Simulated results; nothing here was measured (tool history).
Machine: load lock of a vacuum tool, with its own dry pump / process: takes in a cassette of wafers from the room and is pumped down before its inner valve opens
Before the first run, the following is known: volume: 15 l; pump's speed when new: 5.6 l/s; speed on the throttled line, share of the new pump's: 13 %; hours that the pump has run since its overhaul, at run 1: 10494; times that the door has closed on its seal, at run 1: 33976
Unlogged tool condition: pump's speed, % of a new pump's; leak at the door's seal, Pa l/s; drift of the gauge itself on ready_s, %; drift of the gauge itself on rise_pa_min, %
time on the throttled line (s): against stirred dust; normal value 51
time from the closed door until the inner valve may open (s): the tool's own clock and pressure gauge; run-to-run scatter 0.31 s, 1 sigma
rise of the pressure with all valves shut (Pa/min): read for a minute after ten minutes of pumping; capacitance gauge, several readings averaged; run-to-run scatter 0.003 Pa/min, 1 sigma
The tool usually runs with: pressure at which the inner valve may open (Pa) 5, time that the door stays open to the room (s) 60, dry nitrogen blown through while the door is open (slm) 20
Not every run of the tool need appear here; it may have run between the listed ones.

run,hour,time on the throttled line (s),pressure at which the inner valve may open (Pa),time that the door stays open to the room (s),dry nitrogen blown through while the door is open (slm),hours that the pump has run since its overhaul,times that the door has closed on its seal,"incoming humidity of the room's air, %",time from the closed door until the inner valve may open (s),rise of the pressure with all valves shut (Pa/min)
1,0,51,5,60,20,10494,33976,40.4,72.7,0.244
2,206.2,51,5,60,20,10701,34502,46.4,72.9,0.255
3,484.7,51,5,30,20,10979,35213,47.5,72.7,0.26
4,696.1,67,5,30,20,11191,35752,47,86.6,0.268
5,977.5,63,5,60,20,11472,36471,45.2,84.4,0.281
6,1379.4,63,5,60,20,11874,37496,42.1,83.6,0.284
7,1634.6,63,5,60,20,12129,38147,46,83.5,0.294
8,1925.7,63,5,144,20,12420,38890,42.1,83.5,0.311
9,2304,63,5,144,20,12798,39855,42.4,83.9,0.324
10,2564.2,63,5,144,20,13059,40519,46.8,83.5,0.33
11,2819.7,49,5,144,20,13314,41171,43.4,71.7,0.337
12,3090.2,51,5,60,20,13585,41861,44.5,73.7,0.335
13,3340.4,89,5,60,20,13835,42500,45.1,105.7,0.35
14,3596.4,89,5,60,20,14091,43153,43.1,105.6,0.353
# hour 3840.5: door's seal changed, seat wiped
15,3972.1,51,5,56,20,14465,336,45,74.2,0.023
16,4366.3,51,5,56,20,14859,1341,45.9,73.7,0.033
17,4617,51,5,157,20,15110,1981,41.9,73.9,0.035
18,4837.8,37,7,57,14,15331,2545,44.5,61.5,0.041
19,5053.4,50,5,52,20,15546,3095,47.7,72.7,0.029
20,5445.2,39,9,199,29,15938,4094,42.2,62.4,0.036
21,5616.2,51,5,155,7,16109,4531,46.3,74.5,0.065
22,5862.1,51,5,155,7,16355,5158,39.2,74,0.067
23,6233.7,51,5,155,7,16727,6107,42.6,74.6,0.068
24,6595,27,8,111,5,17088,7028,43.6,52.5,0.081
25,6837.9,88,9,61,31,17331,7648,46.3,104.4,0.046
26,7063.9,51,7,60,20,17557,8225,47.6,73.6,0.056
27,7263.5,51,9,125,20,17757,8734,43.2,73,0.064
28,7587.2,33,5,27,41,18080,9560,46.1,59.5,0.048
29,7784.4,27,5,41,7,18277,10063,45.7,54.9,0.072
30,8086.1,27,5,41,7,18579,10833,42.7,54.8,0.076
31,8264.8,27,5,41,7,18758,11289,43.7,54.7,0.079
32,8660.2,27,5,41,7,19153,12298,45,54.4,0.085
# hour 8878: dry pump taken out, an overhauled one fitted
33,8980.9,51,6,115,11,103,13101,43.6,70.5,0.084
34,9305.7,57,5,60,20,428,13930,41.7,76.3,0.077

How the hidden state differs across the entries between the runs, from the last listed run before each to the first after it:
In the gap between runs 14 and 15: door's seal changed, seat wiped (hour 3840.5)
  pump's speed, % of a new pump's: 88.9 -> 88.6; leak at the door's seal, Pa l/s: 0.0834 -> 0.0019
  the result without the hidden state subtracted from the measured one, time from the closed door until the inner valve may open (s): +2 -> +2.6; rise of the pressure with all valves shut (Pa/min): +0.329 -> +0
In the gap between runs 32 and 33: dry pump taken out, an overhauled one fitted (hour 8878)
  pump's speed, % of a new pump's: 84.7 -> 100.1; leak at the door's seal, Pa l/s: 0.013 -> 0.014
  the result without the hidden state subtracted from the measured one, time from the closed door until the inner valve may open (s): +4.2 -> +0; rise of the pressure with all valves shut (Pa/min): +0.044 -> +0.047
